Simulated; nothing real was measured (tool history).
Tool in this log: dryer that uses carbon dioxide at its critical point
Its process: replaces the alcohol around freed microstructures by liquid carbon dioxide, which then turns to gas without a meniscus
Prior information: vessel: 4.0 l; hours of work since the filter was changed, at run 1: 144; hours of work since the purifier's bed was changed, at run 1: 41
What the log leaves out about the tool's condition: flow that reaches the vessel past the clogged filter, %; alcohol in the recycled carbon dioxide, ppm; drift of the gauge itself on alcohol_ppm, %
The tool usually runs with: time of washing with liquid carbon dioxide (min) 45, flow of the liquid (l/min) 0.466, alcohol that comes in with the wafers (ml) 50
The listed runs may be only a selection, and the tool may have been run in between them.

run   hour  time of washing with liquid carbon dioxide (min)  flow of the liquid (l/min)  alcohol that comes in with the wafers (ml)  hours of work since the filter was changed  hours of work since the purifier's bed was changed  alcohol left in the vessel before it's heated (ppm by volume)
  1      0                                                45                       0.466                                          50                                         144                                                  41                                                            143
  2    9.7                                                45                       0.466                                          50                                         148                                                  45                                                            146
  3   18.2                                                45                       0.466                                          50                                         151                                                  48                                                            142
  4   26.7                                                45                       0.466                                          50                                         154                                                  52                                                            151
      31.8  -- inlet filter changed
  5     39                                                45                       0.466                                          50                                           3                                                  56                                                             93
  6   45.2                                                45                       0.466                                          50                                           5                                                  58                                                             88
  7   52.8                                                45                       0.466                                          50                                           8                                                  61                                                             91
  8   62.5                                                45                       0.466                                          50                                          12                                                  65                                                             89
  9     72                                                45                       0.466                                          50                                          16                                                  69                                                            101
 10   81.9                                                45                       0.466                                          50                                          19                                                  73                                                             98
 11   92.4                                                45                       0.332                                          50                                          23                                                  77                                                            375
 12  102.4                                                45                       0.506                                          50                                          27                                                  81                                                             51
 13    112                                                45                       0.466                                          30                                          31                                                  84                                                             69
 14    120                                                45                       0.643                                          30                                          34                                                  88                                                             22
 15  130.6                                                45                       0.643                                          30                                          38                                                  92                                                             20
 16  140.6                                                45                       0.353                                          20                                          42                                                  96                                                            132
 17  146.9                                                51                       0.353                                          20                                          45                                                  98                                                             86
 18  154.4                                                51                       0.353                                          20                                          48                                                 101                                                             95
 19  164.5                                                44                        0.43                                          49                                          51                                                 105                                                            162
 20  175.2                                                49                       0.785                                          20                                          56                                                 109                                                             14
 21  183.5                                                62                       0.551                                          61                                          59                                                 112                                                             25

Forecast run 22:
 22  193.2                                                43                       0.466                                          50                                          63                                                 116                                                              ?

{"run 22": {"alcohol left in the vessel before it's heated (ppm by volume)": 141}}
On a tool with no hidden condition, and with the same random variation, this run would have come out at alcohol left in the vessel before it's heated (ppm by volume) 104.
